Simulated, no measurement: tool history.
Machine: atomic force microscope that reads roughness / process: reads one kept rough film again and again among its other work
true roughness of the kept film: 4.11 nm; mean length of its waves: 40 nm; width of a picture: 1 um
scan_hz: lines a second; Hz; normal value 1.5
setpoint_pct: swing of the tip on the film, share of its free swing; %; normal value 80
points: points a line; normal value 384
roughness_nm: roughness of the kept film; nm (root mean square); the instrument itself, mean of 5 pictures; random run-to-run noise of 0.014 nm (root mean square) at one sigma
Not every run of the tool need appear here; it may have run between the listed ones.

| run | day | scan_hz | setpoint_pct | points | roughness_nm |
|---|---|---|---|---|---|
| 1 | 0 | 1.5 | 80 | 384 | 3.23 |
| 2 | 0.608 | 1.5 | 80 | 384 | 3.197 |
| 3 | 1.025 | 1.5 | 80 | 344 | 3.165 |
| 4 | 1.504 | 3.2 | 80 | 384 | 2.768 |
| 5 | 2.492 | 3.2 | 80 | 957 | 2.709 |
|  | 2.929 | new tip fitted |
| 6 | 3.325 | 1.5 | 80 | 384 | 3.269 |
| 7 | 4.312 | 1.5 | 80 | 384 | 3.167 |
| 8 | 4.829 | 1.5 | 74 | 384 | 3.242 |
| 9 | 5.454 | 1.5 | 74 | 384 | 3.169 |
| 10 | 5.904 | 1.5 | 74 | 384 | 3.159 |
|  | 6.554 | new tip fitted |
| 11 | 6.912 | 1.5 | 74 | 384 | 3.41 |
| 12 | 7.817 | 1.5 | 74 | 384 | 3.308 |
| 13 | 8.575 | 1.5 | 74 | 384 | 3.217 |
| 14 | 9.508 | 1.5 | 74 | 384 | 3.136 |
| 15 | 10.054 | 1.5 | 74 | 384 | 3.106 |
|  | 10.133 | new tip fitted |
| 16 | 10.533 | 1.5 | 74 | 384 | 3.348 |
| 17 | 11.471 | 1.5 | 74 | 384 | 3.294 |
| 18 | 11.983 | 1.5 | 73 | 384 | 3.258 |
| 19 | 12.604 | 1.5 | 80 | 384 | 3.072 |
| 20 | 13.071 | 1.5 | 80 | 384 | 3.051 |
|  | 13.762 | new tip fitted |
| 21 | 14.029 | 0.8 | 80 | 384 | 3.438 |
| 22 | 14.538 | 1.5 | 80 | 384 | 3.202 |
| 23 | 15.204 | 1.5 | 80 | 384 | 3.165 |
| 24 | 15.883 | 1.5 | 80 | 384 | 3.107 |
| 25 | 16.746 | 1.5 | 80 | 384 | 3.028 |
|  | 17.333 | new tip fitted |
| 26 | 17.783 | 0.81 | 81 | 384 | 3.411 |
| 27 | 18.792 | 3.82 | 81 | 668 | 2.688 |
| 28 | 19.325 | 3.82 | 81 | 668 | 2.64 |
| 29 | 19.779 | 1.23 | 82 | 298 | 3.133 |
| 30 | 20.304 | 1.23 | 82 | 298 | 3.075 |
| 31 | 20.779 | 0.91 | 73 | 384 | 3.235 |
|  | 20.896 | new tip fitted |
| 32 | 21.262 | 0.91 | 73 | 384 | 3.513 |
| 33 | 21.783 | 0.91 | 73 | 384 | 3.448 |
| 34 | 22.388 | 0.91 | 73 | 384 | 3.406 |
| 35 | 23.175 | 0.91 | 73 | 384 | 3.309 |
| 36 | 23.675 | 1.38 | 64 | 618 | 3.289 |
| 37 | 24.183 | 1.38 | 64 | 618 | 3.261 |
|  | 24.479 | new tip fitted |
| 38 | 25.162 | 3.87 | 71 | 281 | 3.04 |
| 39 | 26.088 | 3.87 | 71 | 281 | 2.969 |
| 40 | 26.838 | 3.87 | 71 | 281 | 2.883 |
| 41 | 27.45 | 0.58 | 77 | 375 | 3.303 |
|  | 28.054 | new tip fitted |
| 42 | 28.183 | 0.58 | 77 | 375 | 3.551 |
| 43 | 28.683 | 0.86 | 66 | 500 | 3.536 |
| 44 | 29.279 | 0.65 | 85 | 384 | 3.333 |
| 45 | 30.15 | 0.81 | 63 | 582 | 3.382 |
| 46 | 31.154 | 1.2 | 88 | 384 | 2.958 |
|  | 31.621 | new tip fitted |
| 47 | 31.829 | 0.76 | 88 | 384 | 3.342 |
| 48 | 32.592 | 0.76 | 88 | 384 | 3.272 |
| 49 | 33.079 | 0.59 | 80 | 384 | 3.36 |

What would each run have given without the hidden state, its run-to-run variation left as it was?
Hidden conditions of the tool in this case: radius of the tip, nm; height scale over the true one, %; drift of the gauge itself on roughness_nm, %.
| run | roughness_nm |
|---|---|
| 1 | 3.289 |
| 2 | 3.303 |
| 3 | 3.31 |
| 4 | 2.932 |
| 5 | 2.946 |
| 6 | 3.311 |
| 7 | 3.293 |
| 8 | 3.418 |
| 9 | 3.391 |
| 10 | 3.419 |
| 11 | 3.439 |
| 12 | 3.422 |
| 13 | 3.398 |
| 14 | 3.396 |
| 15 | 3.415 |
| 16 | 3.387 |
| 17 | 3.42 |
| 18 | 3.429 |
| 19 | 3.29 |
| 20 | 3.309 |
| 21 | 3.484 |
| 22 | 3.292 |
| 23 | 3.309 |
| 24 | 3.303 |
| 25 | 3.294 |
| 26 | 3.457 |
| 27 | 2.801 |
| 28 | 2.789 |
| 29 | 3.348 |
| 30 | 3.329 |
| 31 | 3.549 |
| 32 | 3.55 |
| 33 | 3.538 |
| 34 | 3.555 |
| 35 | 3.526 |
| 36 | 3.549 |
| 37 | 3.57 |
| 38 | 3.097 |
| 39 | 3.095 |
| 40 | 3.069 |
| 41 | 3.57 |
| 42 | 3.575 |
| 43 | 3.618 |
| 44 | 3.459 |
| 45 | 3.595 |
| 46 | 3.225 |
| 47 | 3.39 |
| 48 | 3.393 |
| 49 | 3.53 |

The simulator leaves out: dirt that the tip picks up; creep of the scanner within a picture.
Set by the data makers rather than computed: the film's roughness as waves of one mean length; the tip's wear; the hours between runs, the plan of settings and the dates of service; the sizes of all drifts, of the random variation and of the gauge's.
